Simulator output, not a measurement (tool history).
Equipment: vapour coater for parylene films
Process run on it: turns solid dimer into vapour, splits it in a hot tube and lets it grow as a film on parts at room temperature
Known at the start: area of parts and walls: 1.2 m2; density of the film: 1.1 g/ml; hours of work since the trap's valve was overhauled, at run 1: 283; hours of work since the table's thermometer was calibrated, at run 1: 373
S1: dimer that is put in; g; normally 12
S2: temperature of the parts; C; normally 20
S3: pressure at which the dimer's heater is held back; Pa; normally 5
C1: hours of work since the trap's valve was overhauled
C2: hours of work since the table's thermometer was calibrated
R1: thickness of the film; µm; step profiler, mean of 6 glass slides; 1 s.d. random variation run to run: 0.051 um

{"run": 1, "hour": 0.0, "S1": 12, "S2": 20, "S3": 5, "C1": 283, "C2": 373, "R1": 5.32}
{"run": 2, "hour": 22.1, "S1": 10, "S2": 20, "S3": 5, "C1": 297, "C2": 387, "R1": 4.35}
{"run": 3, "hour": 66.8, "S1": 12, "S2": 20, "S3": 5, "C1": 326, "C2": 416, "R1": 5.15}
{"hour": 93.5, "done": "trap's valve overhauled"}
{"run": 4, "hour": 99.4, "S1": 12, "S2": 20, "S3": 5, "C1": 4, "C2": 434, "R1": 4.85}
{"run": 5, "hour": 150.2, "S1": 12, "S2": 20, "S3": 5, "C1": 37, "C2": 467, "R1": 4.75}
{"run": 6, "hour": 200.8, "S1": 12, "S2": 20, "S3": 5, "C1": 69, "C2": 500, "R1": 4.67}
{"run": 7, "hour": 245.0, "S1": 12, "S2": 16, "S3": 5, "C1": 98, "C2": 528, "R1": 5.02}
{"run": 8, "hour": 297.0, "S1": 12, "S2": 20, "S3": 4.93, "C1": 131, "C2": 562, "R1": 4.56}
{"run": 9, "hour": 319.9, "S1": 12, "S2": 20, "S3": 4.93, "C1": 146, "C2": 576, "R1": 4.57}
{"hour": 335.8, "done": "trap's valve overhauled, once more"}
{"run": 10, "hour": 352.7, "S1": 7, "S2": 20, "S3": 5, "C1": 11, "C2": 595, "R1": 3.42}
{"run": 11, "hour": 384.4, "S1": 12, "S2": 20, "S3": 5, "C1": 31, "C2": 615, "R1": 5.82}
{"run": 12, "hour": 430.1, "S1": 12, "S2": 20, "S3": 5, "C1": 61, "C2": 645, "R1": 5.74}
{"run": 13, "hour": 453.3, "S1": 12, "S2": 20, "S3": 5, "C1": 76, "C2": 660, "R1": 5.75}
{"run": 14, "hour": 493.2, "S1": 6, "S2": 20, "S3": 5, "C1": 101, "C2": 685, "R1": 2.84}
{"run": 15, "hour": 516.6, "S1": 19, "S2": 17, "S3": 3.72, "C1": 116, "C2": 700, "R1": 9.68}
{"run": 16, "hour": 548.8, "S1": 13, "S2": 14, "S3": 5.53, "C1": 137, "C2": 721, "R1": 6.84}
{"run": 17, "hour": 582.3, "S1": 8, "S2": 25, "S3": 5, "C1": 159, "C2": 743, "R1": 3.34}
{"run": 18, "hour": 614.2, "S1": 12, "S2": 30, "S3": 5, "C1": 179, "C2": 763, "R1": 4.48}
{"run": 19, "hour": 662.8, "S1": 19, "S2": 25, "S3": 5.49, "C1": 211, "C2": 795, "R1": 7.72}
{"run": 20, "hour": 693.7, "S1": 19, "S2": 25, "S3": 5.49, "C1": 230, "C2": 814, "R1": 7.51}
{"run": 21, "hour": 720.4, "S1": 21, "S2": 20, "S3": 5, "C1": 248, "C2": 832, "R1": 9.39}
{"run": 22, "hour": 759.2, "S1": 12, "S2": 13, "S3": 2.9, "C1": 273, "C2": 857, "R1": 6.47}
{"run": 23, "hour": 806.3, "S1": 12, "S2": 18, "S3": 2.35, "C1": 303, "C2": 887, "R1": 5.94}
{"run": 24, "hour": 850.3, "S1": 20, "S2": 20, "S3": 6.91, "C1": 331, "C2": 915, "R1": 8.5}

Hidden state at the last listed run before each entry between runs and at the first one after, where it differs:
After run 3, before run 4: trap's valve overhauled (hour 93.5)
  vapour lost through the trap's worn valve, %: 11.1 -> 17.8; true temperature of the parts over the reading, C: 0.05 -> 0.06
  measured result minus the result with no hidden state, R1: -0.66 -> -1.06 µm
After run 9, before run 10: trap's valve overhauled, once more (hour 335.8)
  vapour lost through the trap's worn valve, %: 22.5 -> 0.6
  measured result minus the result with no hidden state, R1: -1.33 -> -0.03 µm
